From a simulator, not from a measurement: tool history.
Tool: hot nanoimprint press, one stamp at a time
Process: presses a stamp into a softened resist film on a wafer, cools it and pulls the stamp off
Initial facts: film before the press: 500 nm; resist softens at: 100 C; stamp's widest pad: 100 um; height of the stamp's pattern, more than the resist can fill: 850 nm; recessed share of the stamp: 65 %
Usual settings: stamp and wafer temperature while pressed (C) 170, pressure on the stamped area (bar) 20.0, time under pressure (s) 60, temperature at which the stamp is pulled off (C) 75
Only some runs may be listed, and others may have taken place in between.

run     day  stamp and wafer temperature while pressed (C)  pressure on the stamped area (bar)  time under pressure (s)  temperature at which the stamp is pulled off (C)  resist left under the stamp's widest pad (Å)  greatest force while the stamp is pulled off (N)
  1   0.000                                            170                                20.0                       60                                                75                                          2183                                               228
  2   2.900                                            170                                20.0                       60                                                75                                          2202                                               237
  3   4.375                                            170                                20.0                       60                                                75                                          2212                                               243
  4   6.121                                            170                                20.0                       60                                                75                                          2248                                               257
  5   8.996                                            170                                20.0                       60                                                75                                          2242                                               265
  6  10.488                                            170                                20.0                       60                                                75                                          2238                                               270
     11.338  -- plate thermocouple calibrated
  7  13.446                                            170                                20.0                       60                                                71                                          2134                                               293
  8  15.604                                            170                                20.0                       60                                                71                                          2150                                               291
  9  17.488                                            170                                20.0                       60                                                71                                          2123                                               302
 10  19.883                                            170                                20.0                       60                                                71                                          2184                                               321
 11  22.979                                            174                                20.0                       60                                                75                                          1917                                               310
 12  24.342                                            170                                20.0                       60                                                75                                          2188                                               299
 13  27.512                                            170                                20.0                       60                                                75                                          2197                                               332
     28.021  -- stamp cleaned and given a new release coat
 14  29.167                                            170                                20.0                       60                                                75                                          2193                                               217
 15  30.588                                            170                                19.0                       60                                                75                                          2312                                               218
 16  33.688                                            177                                20.0                       60                                                75                                          1778                                               230
 17  36.671                                            170                                20.0                       66                                                75                                          2186                                               242
     38.579  -- plate thermocouple calibrated
 18  39.829                                            170                                20.0                       66                                                75                                          2093                                               243
 19  41.283                                            170                                24.0                       72                                                82                                          1844                                               230
 20  42.692                                            170                                24.0                       72                                                82                                          1878                                               221
 21  45.825                                            159                                20.2                       70                                                73                                          3125                                               276
 22  48.429                                            170                                28.5                       60                                                75                                          1819                                               268
 23  50.942                                            170                                28.5                       60                                                75                                          1866                                               283
 24  53.842                                            175                                28.5                       74                                                74                                          1434                                               302
 25  56.896                                            175                                20.6                       74                                                77                                          1764                                               294
 26  58.867                                            175                                20.6                       87                                                77                                          1672                                               304
 27  60.412                                            175                                20.6                       87                                                77                                          1694                                               299
     62.300  -- stamp cleaned and given a new release coat
     62.900  -- press's hydraulic seals changed and the load cell set to zero
 28  63.500                                            175                                20.6                       87                                                77                                          1622                                               211
     66.038  -- plate thermocouple calibrated
 29  66.471                                            182                                20.6                       42                                                77                                          1551                                               218
 30  69.583                                            169                                27.3                       69                                                75                                          1731                                               219
 31  72.104                                            173                                13.1                       54                                                75                                          2534                                               243

Each row is a separate what-if for the run after 31, all from the same tool condition, not one after another. Results?
  A  74.058                                            173                                16.3                       60                                                75                                             ?                                                 ?
  B  74.058                                            164                                13.1                       45                                                71                                             ?                                                 ?
  C  74.058                                            173                                31.4                       54                                                75                                             ?                                                 ?

run  resist left under the stamp's widest pad (Å)  greatest force while the stamp is pulled off (N)
  A                                          2181                                               243
  B                                          3489                                               268
  C                                          1503                                               236
Had the tool no hidden state, the same runs would have come out as:
run  resist left under the stamp's widest pad (Å)  greatest force while the stamp is pulled off (N)
  A                                          2147                                               208
  B                                          3447                                               230
  C                                          1471                                               202
